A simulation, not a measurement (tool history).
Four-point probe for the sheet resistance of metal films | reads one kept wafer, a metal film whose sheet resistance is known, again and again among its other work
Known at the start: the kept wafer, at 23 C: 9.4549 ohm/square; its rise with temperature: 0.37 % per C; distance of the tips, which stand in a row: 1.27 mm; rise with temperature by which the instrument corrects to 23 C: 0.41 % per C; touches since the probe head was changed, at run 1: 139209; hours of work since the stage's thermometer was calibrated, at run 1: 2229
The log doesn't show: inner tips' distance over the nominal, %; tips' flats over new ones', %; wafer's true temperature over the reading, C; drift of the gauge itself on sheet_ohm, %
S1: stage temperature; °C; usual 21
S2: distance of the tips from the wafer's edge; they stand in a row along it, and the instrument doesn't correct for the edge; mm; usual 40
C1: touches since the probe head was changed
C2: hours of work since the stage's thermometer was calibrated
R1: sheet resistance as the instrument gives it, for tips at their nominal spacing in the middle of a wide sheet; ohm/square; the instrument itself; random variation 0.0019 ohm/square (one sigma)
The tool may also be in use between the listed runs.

Run 1, day 0: usual settings; C1 139209; C2 2229. Result: R1 9.544483 ohm/square.
Run 2, day 5.904: usual settings; C1 143198; C2 2310. Result: R1 9.545652 ohm/square.
Run 3, day 8.692: usual settings; C1 145083; C2 2349. Result: R1 9.547152 ohm/square.
Run 4, day 13.112: usual settings; C1 148070; C2 2410. Result: R1 9.546021 ohm/square.
Run 5, day 16.562: usual settings but S1 29 °C; C1 150401; C2 2457. Result: R1 9.512519 ohm/square.
Run 6, day 19.583: usual settings but S1 20 °C; C1 152440; C2 2499. Result: R1 9.553814 ohm/square.
Run 7, day 23.95: usual settings but S1 20 °C; C1 155390; C2 2559. Result: R1 9.557643 ohm/square.
Run 8, day 28.542: usual settings; C1 158493; C2 2622. Result: R1 9.549486 ohm/square.
At day 31.85: stage's thermometer calibrated.
Run 9, day 31.85: usual settings; C1 160714; C2 0. Result: R1 9.5438 ohm/square.
Run 10, day 36.396: usual settings; C1 163785; C2 63. Result: R1 9.544246 ohm/square.
Run 11, day 40.25: usual settings but S1 23 °C, S2 18 mm; C1 166389; C2 116. Result: R1 9.556292 ohm/square.
Run 12, day 43.346: usual settings but S1 24 °C, S2 6 mm; C1 168482; C2 158. Result: R1 9.753672 ohm/square.
Run 13, day 46.729: usual settings but S1 25 °C, S2 9 mm; C1 170769; C2 205. Result: R1 9.626914 ohm/square.
Run 14, day 50.1: usual settings but S1 30 °C, S2 16 mm; C1 173046; C2 251. Result: R1 9.536044 ohm/square.
Run 15, day 55.054: usual settings but S1 30 °C, S2 5 mm; C1 176393; C2 320. Result: R1 9.823234 ohm/square.
Run 16, day 60.583: usual settings but S1 30 °C, S2 5 mm; C1 180128; C2 396. Result: R1 9.82524 ohm/square.
Run 17, day 65.229: usual settings but S2 24 mm; C1 183267; C2 460. Result: R1 9.557329 ohm/square.
Run 18, day 68.092: usual settings but S2 24 mm; C1 185202; C2 499. Result: R1 9.560116 ohm/square.

Forecast each of these 5 alternatives for the next run:
Run A, day 71.35: usual settings but S2 65 mm; C1 187401; C2 544. Result: R1 ?.
Run B, day 71.35: usual settings but S1 23 °C, S2 23 mm; C1 187401; C2 544. Result: R1 ?.
Run C, day 71.35: usual settings but S1 24 °C, S2 36 mm; C1 187401; C2 544. Result: R1 ?.
Run D, day 71.35: usual settings but S1 26 °C, S2 14 mm; C1 187401; C2 544. Result: R1 ?.
Run E, day 71.35: usual settings but S2 75 mm; C1 187401; C2 544. Result: R1 ?.

run        R1
  A  9.544358
  B  9.552132
  C  9.541203
  D  9.569371
  E  9.545134
Without the tool's hidden state the same runs would have given:
run        R1
  A  9.460843
  B  9.468571
  C  9.457739
  D  9.485696
  E  9.461612

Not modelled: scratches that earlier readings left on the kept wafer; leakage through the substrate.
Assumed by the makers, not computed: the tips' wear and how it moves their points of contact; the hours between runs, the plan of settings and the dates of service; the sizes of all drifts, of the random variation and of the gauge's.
